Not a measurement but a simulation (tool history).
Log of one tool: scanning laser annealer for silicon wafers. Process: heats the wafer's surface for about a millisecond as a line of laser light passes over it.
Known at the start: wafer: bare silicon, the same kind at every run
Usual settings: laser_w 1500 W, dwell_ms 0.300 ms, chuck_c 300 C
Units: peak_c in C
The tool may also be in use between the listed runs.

run   hour  laser_w  dwell_ms  chuck_c  peak_c
  1    0.0     1500     0.300      300    1085
  2   17.7     1500     0.300      300    1089
  3   37.4     1500     0.300      287    1071
  4   57.0     1500     0.300      287    1069
  5   68.0     1500     0.300      287    1071
  6   91.9     1500     0.300      287    1072
  7  103.3     1500     0.300      300    1084
  8  119.9     1500     0.312      300    1102
  9  135.4     1500     0.312      300    1100
 10  151.4     1500     0.312      300    1100
 11  175.0     1500     0.312      300    1100
 12  187.3     1500     0.239      300     988
 13  203.2     1500     0.239      300     986
 14  216.2     1500     0.239      300     987
 15  240.5     1500     0.239      300     980
 16  252.9     1478     0.358      300    1144
 17  265.6     1500     0.256      300    1012

Measured less the same run without the tool's hidden state. The same run-to-run variation is in both; the gauge's scatter may not be:
The hidden state here: light that passes the window, % of a clean one's; laser's true power over the reading, %; width of the line over the set one, %; drift of the gauge itself on peak_c, C.
run  peak_c
  1     -28
  2     -30
  3     -30
  4     -30
  5     -31
  6     -31
  7     -31
  8     -33
  9     -33
 10     -33
 11     -34
 12     -29
 13     -29
 14     -30
 15     -30
 16     -37
 17     -32
